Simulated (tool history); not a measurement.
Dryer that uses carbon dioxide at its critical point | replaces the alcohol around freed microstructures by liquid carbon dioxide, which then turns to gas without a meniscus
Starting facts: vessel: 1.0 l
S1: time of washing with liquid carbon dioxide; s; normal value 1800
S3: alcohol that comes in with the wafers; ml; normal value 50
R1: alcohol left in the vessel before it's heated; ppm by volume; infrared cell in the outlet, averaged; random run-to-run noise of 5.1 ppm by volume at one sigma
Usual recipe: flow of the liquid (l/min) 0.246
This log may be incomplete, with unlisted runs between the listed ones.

Run 1, hour 0: usual settings. Result: R1 263 ppm by volume.
Run 2, hour 12.2: usual settings. Result: R1 274 ppm by volume.
Run 3, hour 24.3: usual settings. Result: R1 276 ppm by volume.
At hour 32.4: inlet filter changed.
Run 4, hour 37.2: usual settings. Result: R1 203 ppm by volume.
Run 5, hour 49.1: usual settings but S1 1920 s. Result: R1 184 ppm by volume.
Run 6, hour 70.9: usual settings but S1 1260 s. Result: R1 718 ppm by volume.
Run 7, hour 83.2: usual settings but S1 1260 s. Result: R1 694 ppm by volume.
Run 8, hour 97.3: usual settings but flow of the liquid (l/min) 0.179. Result: R1 664 ppm by volume.
Run 9, hour 118: usual settings but flow of the liquid (l/min) 0.239. Result: R1 260 ppm by volume.
Run 10, hour 137.2: usual settings but S1 2160 s. Result: R1 183 ppm by volume.
Run 11, hour 155.8: usual settings. Result: R1 239 ppm by volume.
Run 12, hour 170: usual settings but S3 81 ml. Result: R1 304 ppm by volume.
Run 13, hour 178.8: usual settings but S3 81 ml. Result: R1 310 ppm by volume.
Run 14, hour 194.7: usual settings. Result: R1 245 ppm by volume.
Run 15, hour 205.6: usual settings but S3 67 ml. Result: R1 287 ppm by volume.
Run 16, hour 223.8: usual settings but S1 2040 s, flow of the liquid (l/min) 0.281. Result: R1 181 ppm by volume.
Run 17, hour 237.3: usual settings but S1 2040 s, flow of the liquid (l/min) 0.281. Result: R1 199 ppm by volume.
Run 18, hour 248.3: usual settings but S1 2040 s, flow of the liquid (l/min) 0.281. Result: R1 190 ppm by volume.
Run 19, hour 263.4: usual settings but S1 2040 s, flow of the liquid (l/min) 0.281. Result: R1 194 ppm by volume.
Run 20, hour 273.6: usual settings but S1 1500 s, flow of the liquid (l/min) 0.284. Result: R1 291 ppm by volume.
Run 21, hour 288.6: usual settings but S1 1500 s, flow of the liquid (l/min) 0.284. Result: R1 316 ppm by volume.
Run 22, hour 303.5: usual settings but S1 1440 s, flow of the liquid (l/min) 0.243, S3 23 ml. Result: R1 362 ppm by volume.
Run 23, hour 313.9: usual settings but flow of the liquid (l/min) 0.156, S3 60 ml. Result: R1 1468 ppm by volume.
Run 24, hour 333.5: usual settings but S1 2760 s, flow of the liquid (l/min) 0.306, S3 93 ml. Result: R1 193 ppm by volume.
Run 25, hour 351.8: usual settings but S1 2220 s, flow of the liquid (l/min) 0.165, S3 93 ml. Result: R1 825 ppm by volume.
Run 26, hour 371.7: usual settings but S1 2340 s, flow of the liquid (l/min) 0.391. Result: R1 203 ppm by volume.
Run 27, hour 387.6: usual settings but S1 1440 s, flow of the liquid (l/min) 0.391, S3 91 ml. Result: R1 236 ppm by volume.

Predict each of these 5 candidate next runs independently; none follows another, all start after run 27:
Run A, hour 407.4: usual settings but S1 2220 s, S3 31 ml. Result: R1 ?.
Run B, hour 407.4: usual settings but S1 1200 s, flow of the liquid (l/min) 0.222, S3 34 ml. Result: R1 ?.
Run C, hour 407.4: usual settings but flow of the liquid (l/min) 0.335. Result: R1 ?.
Run D, hour 407.4: usual settings but flow of the liquid (l/min) 0.254. Result: R1 ?.
Run E, hour 407.4: usual settings but S1 1140 s, flow of the liquid (l/min) 0.391, S3 49 ml. Result: R1 ?.

run    R1
  A   223
  B  1061
  C   224
  D   292
  E   302
With no hidden state in the tool, these same runs would have given:
run   R1
  A   10
  B  707
  C   11
  D   60
  E   70

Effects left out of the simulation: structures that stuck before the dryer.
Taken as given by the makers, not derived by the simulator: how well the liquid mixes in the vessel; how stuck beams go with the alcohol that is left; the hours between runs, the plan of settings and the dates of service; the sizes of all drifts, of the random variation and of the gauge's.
